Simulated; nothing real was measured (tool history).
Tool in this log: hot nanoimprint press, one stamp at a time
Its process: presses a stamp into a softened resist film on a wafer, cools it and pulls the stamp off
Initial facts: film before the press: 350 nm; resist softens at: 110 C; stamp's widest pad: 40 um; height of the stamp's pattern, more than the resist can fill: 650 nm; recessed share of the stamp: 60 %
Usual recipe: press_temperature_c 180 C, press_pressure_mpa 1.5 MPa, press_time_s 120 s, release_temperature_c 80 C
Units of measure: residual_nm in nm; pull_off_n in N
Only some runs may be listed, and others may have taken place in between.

{"run": 1, "day": 0.0, "press_temperature_c": 180, "press_pressure_mpa": 1.5, "press_time_s": 120, "release_temperature_c": 80, "residual_nm": 137.1, "pull_off_n": 163}
{"run": 2, "day": 0.546, "press_temperature_c": 180, "press_pressure_mpa": 1.5, "press_time_s": 140, "release_temperature_c": 80, "residual_nm": 128.7, "pull_off_n": 169}
{"run": 3, "day": 0.975, "press_temperature_c": 171, "press_pressure_mpa": 1.5, "press_time_s": 120, "release_temperature_c": 80, "residual_nm": 184.3, "pull_off_n": 170}
{"run": 4, "day": 1.267, "press_temperature_c": 171, "press_pressure_mpa": 1.5, "press_time_s": 120, "release_temperature_c": 80, "residual_nm": 182.9, "pull_off_n": 166}
{"run": 5, "day": 1.658, "press_temperature_c": 182, "press_pressure_mpa": 1.5, "press_time_s": 120, "release_temperature_c": 80, "residual_nm": 126.5, "pull_off_n": 168}
{"run": 6, "day": 2.117, "press_temperature_c": 184, "press_pressure_mpa": 1.5, "press_time_s": 120, "release_temperature_c": 80, "residual_nm": 117.8, "pull_off_n": 169}
{"run": 7, "day": 2.604, "press_temperature_c": 184, "press_pressure_mpa": 1.5, "press_time_s": 120, "release_temperature_c": 80, "residual_nm": 118.5, "pull_off_n": 169}
{"run": 8, "day": 3.033, "press_temperature_c": 173, "press_pressure_mpa": 1.5, "press_time_s": 120, "release_temperature_c": 80, "residual_nm": 173.8, "pull_off_n": 169}
{"run": 9, "day": 3.571, "press_temperature_c": 173, "press_pressure_mpa": 1.5, "press_time_s": 120, "release_temperature_c": 80, "residual_nm": 170.6, "pull_off_n": 169}
{"run": 10, "day": 3.904, "press_temperature_c": 173, "press_pressure_mpa": 1.5, "press_time_s": 120, "release_temperature_c": 80, "residual_nm": 172, "pull_off_n": 169}
{"run": 11, "day": 4.388, "press_temperature_c": 173, "press_pressure_mpa": 1.5, "press_time_s": 120, "release_temperature_c": 80, "residual_nm": 172.1, "pull_off_n": 170}
{"run": 12, "day": 4.779, "press_temperature_c": 173, "press_pressure_mpa": 1.5, "press_time_s": 120, "release_temperature_c": 80, "residual_nm": 170.8, "pull_off_n": 168}
{"run": 13, "day": 5.612, "press_temperature_c": 173, "press_pressure_mpa": 1.5, "press_time_s": 120, "release_temperature_c": 80, "residual_nm": 169.6, "pull_off_n": 166}
{"run": 14, "day": 5.854, "press_temperature_c": 173, "press_pressure_mpa": 1.5, "press_time_s": 120, "release_temperature_c": 80, "residual_nm": 171, "pull_off_n": 163}
{"run": 15, "day": 6.104, "press_temperature_c": 173, "press_pressure_mpa": 1.5, "press_time_s": 120, "release_temperature_c": 80, "residual_nm": 170.8, "pull_off_n": 169}
{"run": 16, "day": 6.396, "press_temperature_c": 180, "press_pressure_mpa": 1.56, "press_time_s": 120, "release_temperature_c": 76, "residual_nm": 131.2, "pull_off_n": 185}
{"run": 17, "day": 6.942, "press_temperature_c": 180, "press_pressure_mpa": 1.56, "press_time_s": 120, "release_temperature_c": 76, "residual_nm": 131.3, "pull_off_n": 182}
{"run": 18, "day": 7.446, "press_temperature_c": 173, "press_pressure_mpa": 1.64, "press_time_s": 67, "release_temperature_c": 86, "residual_nm": 194.3, "pull_off_n": 143}
{"run": 19, "day": 8.025, "press_temperature_c": 173, "press_pressure_mpa": 1.64, "press_time_s": 165, "release_temperature_c": 74, "residual_nm": 144.5, "pull_off_n": 191}
{"run": 20, "day": 8.546, "press_temperature_c": 170, "press_pressure_mpa": 1.64, "press_time_s": 165, "release_temperature_c": 74, "residual_nm": 161.5, "pull_off_n": 186}
{"run": 21, "day": 8.921, "press_temperature_c": 170, "press_pressure_mpa": 1.64, "press_time_s": 165, "release_temperature_c": 74, "residual_nm": 162.2, "pull_off_n": 204}
{"run": 22, "day": 9.217, "press_temperature_c": 176, "press_pressure_mpa": 1.14, "press_time_s": 65, "release_temperature_c": 86, "residual_nm": 212, "pull_off_n": 136}
{"run": 23, "day": 9.792, "press_temperature_c": 180, "press_pressure_mpa": 1.5, "press_time_s": 124, "release_temperature_c": 84, "residual_nm": 132.2, "pull_off_n": 147}
{"run": 24, "day": 10.242, "press_temperature_c": 172, "press_pressure_mpa": 1.5, "press_time_s": 120, "release_temperature_c": 81, "residual_nm": 175.3, "pull_off_n": 164}
{"run": 25, "day": 10.525, "press_temperature_c": 172, "press_pressure_mpa": 1.5, "press_time_s": 120, "release_temperature_c": 81, "residual_nm": 174.7, "pull_off_n": 167}
{"run": 26, "day": 11.088, "press_temperature_c": 172, "press_pressure_mpa": 1.5, "press_time_s": 120, "release_temperature_c": 81, "residual_nm": 173, "pull_off_n": 162}
{"run": 27, "day": 11.521, "press_temperature_c": 172, "press_pressure_mpa": 1.5, "press_time_s": 120, "release_temperature_c": 81, "residual_nm": 173.4, "pull_off_n": 167}
{"run": 28, "day": 11.858, "press_temperature_c": 182, "press_pressure_mpa": 1.62, "press_time_s": 153, "release_temperature_c": 86, "residual_nm": 109, "pull_off_n": 134}
{"run": 29, "day": 12.438, "press_temperature_c": 184, "press_pressure_mpa": 1.5, "press_time_s": 120, "release_temperature_c": 67, "residual_nm": 116.6, "pull_off_n": 229}

Between the runs listed above, the log contained 2 entries, not reproduced here. Where in the sequence does each belong, and how does what the log doesn't record of the tool's condition differ from the listed run before to the listed run after?
Logged between run 12 and run 13: stamp cleaned and given a new release coat (day 5.058)
  pressure that arrives at the usual setting, %: 99.9 -> 99.89; grip of the stamp's worn release coat, % over a new coat's: 1.6 -> 0.1; drift of the gauge itself on residual_nm, %: -0.84 -> -0.94
  measured result minus the result with no hidden state, residual_nm: -2.1 -> -2.2 nm
Logged between run 28 and run 29: plate thermocouple calibrated (day 12.167)
  true temperature over the reading, C: 0.16 -> 0.01; drift of the gauge itself on residual_nm, %: -2.03 -> -2.11
  measured result minus the result with no hidden state, residual_nm: -2.7 -> -2.4 nm
